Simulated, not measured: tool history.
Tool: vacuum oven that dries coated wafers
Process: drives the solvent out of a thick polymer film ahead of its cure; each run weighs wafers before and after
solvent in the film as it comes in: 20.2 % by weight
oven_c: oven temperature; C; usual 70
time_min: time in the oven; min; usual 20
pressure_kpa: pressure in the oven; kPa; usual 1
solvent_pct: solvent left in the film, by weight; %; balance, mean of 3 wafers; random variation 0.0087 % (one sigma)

run 1 hour=0 | oven_c=70 time_min=20 pressure_kpa=1 | solvent_pct=1.428
run 2 hour=67.7 | oven_c=70 time_min=20 pressure_kpa=1 | solvent_pct=1.429
run 3 hour=130.9 | oven_c=70 time_min=15 pressure_kpa=1 | solvent_pct=2.28
run 4 hour=188.4 | oven_c=66 time_min=20 pressure_kpa=1 | solvent_pct=2.309
run 5 hour=233.9 | oven_c=66 time_min=20 pressure_kpa=1 | solvent_pct=2.287
run 6 hour=275.4 | oven_c=66 time_min=20 pressure_kpa=1 | solvent_pct=2.29
run 7 hour=347.3 | oven_c=66 time_min=20 pressure_kpa=1 | solvent_pct=2.279
run 8 hour=424.3 | oven_c=70 time_min=20 pressure_kpa=0.96 | solvent_pct=1.373
-- hour=431.6 oven's thermocouples calibrated
run 9 hour=482.8 | oven_c=70 time_min=20 pressure_kpa=0.96 | solvent_pct=1.356
run 10 hour=560.2 | oven_c=70 time_min=20 pressure_kpa=0.96 | solvent_pct=1.321
run 11 hour=602.3 | oven_c=73 time_min=16 pressure_kpa=3.23 | solvent_pct=2.467
run 12 hour=666.8 | oven_c=57 time_min=20 pressure_kpa=1 | solvent_pct=5.328
run 13 hour=732.9 | oven_c=79 time_min=12 pressure_kpa=3.47 | solvent_pct=1.995

The next listed run, before its measurement:
run 14 hour=768.4 | oven_c=66 time_min=29 pressure_kpa=0.6 | solvent_pct=?

Run 14 gave solvent_pct 0.987 %.
Without the tool's hidden state the same run would have given solvent_pct 1.008 %.
